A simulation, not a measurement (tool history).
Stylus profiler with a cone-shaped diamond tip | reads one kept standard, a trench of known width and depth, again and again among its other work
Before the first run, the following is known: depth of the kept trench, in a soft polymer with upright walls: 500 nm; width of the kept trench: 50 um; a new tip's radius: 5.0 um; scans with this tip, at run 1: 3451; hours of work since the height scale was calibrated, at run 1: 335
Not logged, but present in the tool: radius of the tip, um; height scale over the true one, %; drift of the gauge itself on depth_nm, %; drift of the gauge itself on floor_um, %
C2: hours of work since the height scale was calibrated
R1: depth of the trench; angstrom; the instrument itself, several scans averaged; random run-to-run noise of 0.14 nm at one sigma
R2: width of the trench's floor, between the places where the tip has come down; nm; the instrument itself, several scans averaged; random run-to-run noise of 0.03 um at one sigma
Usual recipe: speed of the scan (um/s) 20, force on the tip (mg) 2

{"run": 1, "hour": 0.0, "speed of the scan (um/s)": 20, "force on the tip (mg)": 2, "scans with this tip": 3451, "C2": 335, "R1": 5032.2, "R2": 45040}
{"run": 2, "hour": 14.0, "speed of the scan (um/s)": 20, "force on the tip (mg)": 2, "scans with this tip": 3542, "C2": 344, "R1": 5034.9, "R2": 44980}
{"run": 3, "hour": 21.8, "speed of the scan (um/s)": 20, "force on the tip (mg)": 2, "scans with this tip": 3593, "C2": 349, "R1": 5034.6, "R2": 45010}
{"run": 4, "hour": 33.4, "speed of the scan (um/s)": 20, "force on the tip (mg)": 2, "scans with this tip": 3668, "C2": 356, "R1": 5035.5, "R2": 44950}
{"run": 5, "hour": 43.9, "speed of the scan (um/s)": 20, "force on the tip (mg)": 2, "scans with this tip": 3736, "C2": 363, "R1": 5034.5, "R2": 44980}
{"run": 6, "hour": 51.5, "speed of the scan (um/s)": 20, "force on the tip (mg)": 2, "scans with this tip": 3785, "C2": 368, "R1": 5034.5, "R2": 44920}
{"run": 7, "hour": 59.1, "speed of the scan (um/s)": 20, "force on the tip (mg)": 2.49, "scans with this tip": 3834, "C2": 373, "R1": 5037.3, "R2": 44930}
{"run": 8, "hour": 70.8, "speed of the scan (um/s)": 20, "force on the tip (mg)": 2, "scans with this tip": 3910, "C2": 380, "R1": 5035.2, "R2": 44960}
{"run": 9, "hour": 80.5, "speed of the scan (um/s)": 47, "force on the tip (mg)": 2, "scans with this tip": 3973, "C2": 386, "R1": 5036.6, "R2": 44810}
{"run": 10, "hour": 97.1, "speed of the scan (um/s)": 47, "force on the tip (mg)": 2, "scans with this tip": 4081, "C2": 397, "R1": 5032.7, "R2": 44800}
{"run": 11, "hour": 107.5, "speed of the scan (um/s)": 47, "force on the tip (mg)": 2, "scans with this tip": 4148, "C2": 403, "R1": 5033.3, "R2": 44780}
{"run": 12, "hour": 118.3, "speed of the scan (um/s)": 35, "force on the tip (mg)": 2, "scans with this tip": 4219, "C2": 410, "R1": 5033.6, "R2": 44870}
{"run": 13, "hour": 133.1, "speed of the scan (um/s)": 35, "force on the tip (mg)": 2, "scans with this tip": 4315, "C2": 419, "R1": 5035.8, "R2": 44800}
{"run": 14, "hour": 145.5, "speed of the scan (um/s)": 35, "force on the tip (mg)": 2, "scans with this tip": 4395, "C2": 427, "R1": 5034.6, "R2": 44830}
{"run": 15, "hour": 161.2, "speed of the scan (um/s)": 35, "force on the tip (mg)": 2, "scans with this tip": 4497, "C2": 437, "R1": 5035.7, "R2": 44770}
{"run": 16, "hour": 168.5, "speed of the scan (um/s)": 35, "force on the tip (mg)": 2, "scans with this tip": 4544, "C2": 442, "R1": 5035.3, "R2": 44850}
{"run": 17, "hour": 178.2, "speed of the scan (um/s)": 35, "force on the tip (mg)": 2, "scans with this tip": 4608, "C2": 448, "R1": 5037.6, "R2": 44760}
{"run": 18, "hour": 190.4, "speed of the scan (um/s)": 35, "force on the tip (mg)": 2, "scans with this tip": 4687, "C2": 455, "R1": 5033.2, "R2": 44760}
{"run": 19, "hour": 205.6, "speed of the scan (um/s)": 20, "force on the tip (mg)": 2, "scans with this tip": 4785, "C2": 465, "R1": 5035.9, "R2": 44790}
{"run": 20, "hour": 218.0, "speed of the scan (um/s)": 20, "force on the tip (mg)": 3.42, "scans with this tip": 4866, "C2": 473, "R1": 5046.7, "R2": 44780}
{"run": 21, "hour": 226.8, "speed of the scan (um/s)": 20, "force on the tip (mg)": 3.42, "scans with this tip": 4923, "C2": 478, "R1": 5047, "R2": 44790}
{"run": 22, "hour": 243.3, "speed of the scan (um/s)": 20, "force on the tip (mg)": 2, "scans with this tip": 5030, "C2": 489, "R1": 5037, "R2": 44690}
{"run": 23, "hour": 259.4, "speed of the scan (um/s)": 20, "force on the tip (mg)": 2, "scans with this tip": 5134, "C2": 499, "R1": 5037.3, "R2": 44760}
{"run": 24, "hour": 268.5, "speed of the scan (um/s)": 20, "force on the tip (mg)": 2, "scans with this tip": 5193, "C2": 505, "R1": 5034.3, "R2": 44700}
{"run": 25, "hour": 277.5, "speed of the scan (um/s)": 20, "force on the tip (mg)": 2, "scans with this tip": 5251, "C2": 510, "R1": 5034.5, "R2": 44670}
{"run": 26, "hour": 290.3, "speed of the scan (um/s)": 34, "force on the tip (mg)": 3.35, "scans with this tip": 5334, "C2": 518, "R1": 5047.5, "R2": 44600}
{"run": 27, "hour": 304.7, "speed of the scan (um/s)": 6, "force on the tip (mg)": 2.07, "scans with this tip": 5428, "C2": 527, "R1": 5036.5, "R2": 44750}
{"run": 28, "hour": 313.2, "speed of the scan (um/s)": 72, "force on the tip (mg)": 4.94, "scans with this tip": 5483, "C2": 533, "R1": 5057.2, "R2": 44650}
{"run": 29, "hour": 324.6, "speed of the scan (um/s)": 24, "force on the tip (mg)": 2.42, "scans with this tip": 5557, "C2": 540, "R1": 5044.5, "R2": 44640}
{"run": 30, "hour": 336.9, "speed of the scan (um/s)": 24, "force on the tip (mg)": 2.42, "scans with this tip": 5637, "C2": 548, "R1": 5041, "R2": 44610}
{"run": 31, "hour": 343.9, "speed of the scan (um/s)": 53, "force on the tip (mg)": 2.5, "scans with this tip": 5683, "C2": 552, "R1": 5044.5, "R2": 44510}
{"run": 32, "hour": 354.4, "speed of the scan (um/s)": 53, "force on the tip (mg)": 2.5, "scans with this tip": 5750, "C2": 559, "R1": 5045.3, "R2": 44570}
{"run": 33, "hour": 366.4, "speed of the scan (um/s)": 10, "force on the tip (mg)": 1.19, "scans with this tip": 5829, "C2": 566, "R1": 5030.4, "R2": 44610}
{"run": 34, "hour": 380.8, "speed of the scan (um/s)": 16, "force on the tip (mg)": 2.96, "scans with this tip": 5922, "C2": 575, "R1": 5048.3, "R2": 44590}
{"run": 35, "hour": 397.5, "speed of the scan (um/s)": 16, "force on the tip (mg)": 2.96, "scans with this tip": 6030, "C2": 586, "R1": 5048.2, "R2": 44600}
{"run": 36, "hour": 406.0, "speed of the scan (um/s)": 57, "force on the tip (mg)": 1.2, "scans with this tip": 6085, "C2": 591, "R1": 5033.3, "R2": 44470}
{"run": 37, "hour": 419.3, "speed of the scan (um/s)": 17, "force on the tip (mg)": 1.22, "scans with this tip": 6172, "C2": 600, "R1": 5034.8, "R2": 44550}
{"run": 38, "hour": 434.6, "speed of the scan (um/s)": 16, "force on the tip (mg)": 2.04, "scans with this tip": 6271, "C2": 609, "R1": 5041.1, "R2": 44540}
{"run": 39, "hour": 447.0, "speed of the scan (um/s)": 67, "force on the tip (mg)": 0.99, "scans with this tip": 6351, "C2": 617, "R1": 5030.3, "R2": 44350}
{"run": 40, "hour": 457.0, "speed of the scan (um/s)": 10, "force on the tip (mg)": 0.67, "scans with this tip": 6416, "C2": 623, "R1": 5027.5, "R2": 44530}
{"run": 41, "hour": 468.4, "speed of the scan (um/s)": 8, "force on the tip (mg)": 1.27, "scans with this tip": 6490, "C2": 631, "R1": 5035.8, "R2": 44540}
{"run": 42, "hour": 482.1, "speed of the scan (um/s)": 8, "force on the tip (mg)": 1.27, "scans with this tip": 6579, "C2": 639, "R1": 5035.4, "R2": 44520}
{"run": 43, "hour": 494.1, "speed of the scan (um/s)": 8, "force on the tip (mg)": 1.27, "scans with this tip": 6657, "C2": 647, "R1": 5036.7, "R2": 44510}
{"run": 44, "hour": 505.1, "speed of the scan (um/s)": 54, "force on the tip (mg)": 2.86, "scans with this tip": 6728, "C2": 654, "R1": 5048.1, "R2": 44450}
{"run": 45, "hour": 518.6, "speed of the scan (um/s)": 54, "force on the tip (mg)": 2.86, "scans with this tip": 6816, "C2": 662, "R1": 5048.8, "R2": 44390}
{"run": 46, "hour": 530.6, "speed of the scan (um/s)": 70, "force on the tip (mg)": 2.42, "scans with this tip": 6894, "C2": 670, "R1": 5044.3, "R2": 44400}

Pick out some run-to-run changes in R1. Of each, how much would a tool without hidden state show as well, from the settings, what came in and chance, and how much is left for the hidden state and any gauge scatter not in both results compared?
Run 9 -> 10: settings left as they were, no log entry in between. R1 -3.9 angstrom: hidden state +0.3, all else -4.2.
Run 17 -> 18: settings left as they were, no log entry in between. R1 -4.4 angstrom: hidden state +0.3, all else -4.7.
Run 22 -> 23: settings left as they were, no log entry in between. R1 +0.3 angstrom: hidden state +0.3, all else +0.
Run 27 -> 28: speed of the scan (um/s) 6 -> 72, force on the tip (mg) 2.07 -> 4.94. R1 +20.7 angstrom: hidden state +0.2, all else +20.5.
Run 33 -> 34: speed of the scan (um/s) 10 -> 16, force on the tip (mg) 1.19 -> 2.96. R1 +17.9 angstrom: hidden state +0.3, all else +17.6.
Run 35 -> 36: speed of the scan (um/s) 16 -> 57, force on the tip (mg) 2.96 -> 1.2. R1 -14.9 angstrom: hidden state +0.1, all else -15.
